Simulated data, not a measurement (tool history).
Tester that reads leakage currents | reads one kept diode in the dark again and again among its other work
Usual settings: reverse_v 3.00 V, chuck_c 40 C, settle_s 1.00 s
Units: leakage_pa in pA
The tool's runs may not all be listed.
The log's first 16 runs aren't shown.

Run 17, hour 410.4: usual settings but chuck_c 33 C. Result: leakage_pa 31.05 pA.
Run 18, hour 428.5: usual settings but reverse_v 3.47 V. Result: leakage_pa 52.33 pA.
Run 19, hour 445.3: usual settings but chuck_c 32 C. Result: leakage_pa 29.00 pA.
Run 20, hour 473.4: usual settings but chuck_c 32 C. Result: leakage_pa 29.01 pA.
Run 21, hour 489.5: usual settings but chuck_c 36 C, settle_s 6.16 s. Result: leakage_pa 37.12 pA.
Run 22, hour 507.3: usual settings but chuck_c 36 C, settle_s 6.16 s. Result: leakage_pa 37.47 pA.
Run 23, hour 532.1: usual settings but reverse_v 5.98 V, chuck_c 27 C, settle_s 5.64 s. Result: leakage_pa 25.10 pA.
Run 24, hour 549.5: usual settings but reverse_v 2.88 V, chuck_c 54 C. Result: leakage_pa 121.17 pA.
Run 25, hour 572.8: usual settings but reverse_v 1.93 V, chuck_c 42 C. Result: leakage_pa 48.96 pA.
Run 26, hour 598.9: usual settings but reverse_v 1.93 V, chuck_c 25 C, settle_s 9.83 s. Result: leakage_pa 14.57 pA.
Run 27, hour 628.7: usual settings but chuck_c 22 C. Result: leakage_pa 14.53 pA.
Run 28, hour 655.2: usual settings but chuck_c 51 C. Result: leakage_pa 101.50 pA.
Run 29, hour 675.6: usual settings but chuck_c 51 C. Result: leakage_pa 101.34 pA.
Run 30, hour 701.3: usual settings but chuck_c 39 C, settle_s 9.55 s. Result: leakage_pa 45.60 pA.
Run 31, hour 733.8: usual settings but chuck_c 57 C, settle_s 9.55 s. Result: leakage_pa 146.64 pA.
Run 32, hour 747.4: usual settings but reverse_v 4.69 V, chuck_c 31 C, settle_s 0.50 s. Result: leakage_pa 33.64 pA.
Run 33, hour 773.1: usual settings but reverse_v 12.27 V, chuck_c 23 C, settle_s 5.89 s. Result: leakage_pa 25.50 pA.
Run 34, hour 794.8: usual settings but reverse_v 12.27 V, chuck_c 23 C, settle_s 5.89 s. Result: leakage_pa 25.59 pA.
Run 35, hour 813.3: usual settings but reverse_v 18.11 V, chuck_c 49 C, settle_s 1.38 s. Result: leakage_pa 166.13 pA.
Run 36, hour 832.4: usual settings but reverse_v 18.11 V, chuck_c 49 C, settle_s 1.38 s. Result: leakage_pa 166.75 pA.
Run 37, hour 856.5: usual settings but reverse_v 4.81 V, settle_s 2.98 s. Result: leakage_pa 57.63 pA.
Run 38, hour 881.9: usual settings but reverse_v 1.63 V, chuck_c 27 C, settle_s 0.38 s. Result: leakage_pa 17.39 pA.
Run 39, hour 910.2: usual settings but chuck_c 36 C. Result: leakage_pa 38.15 pA.

5 ways to go on from here, each from the tool as it stands after run 39. What would each give?
Run A, hour 925.6: usual settings but reverse_v 2.13 V, chuck_c 48 C, settle_s 7.32 s. Result: leakage_pa ?.
Run B, hour 925.6: usual settings but reverse_v 2.39 V, chuck_c 43 C, settle_s 1.31 s. Result: leakage_pa ?.
Run C, hour 925.6: usual settings but reverse_v 12.68 V, chuck_c 58 C, settle_s 2.99 s. Result: leakage_pa ?.
Run D, hour 925.6: usual settings but reverse_v 1.25 V, settle_s 1.90 s. Result: leakage_pa ?.
Run E, hour 925.6: usual settings but reverse_v 7.13 V, chuck_c 36 C, settle_s 1.75 s. Result: leakage_pa ?.

run  leakage_pa
  A       73.87
  B       55.95
  C      250.95
  D       36.61
  E       51.44
Without the tool's hidden state the same runs would have given:
run  leakage_pa
  A       74.13
  B       55.97
  C      250.34
  D       36.71
  E       50.23
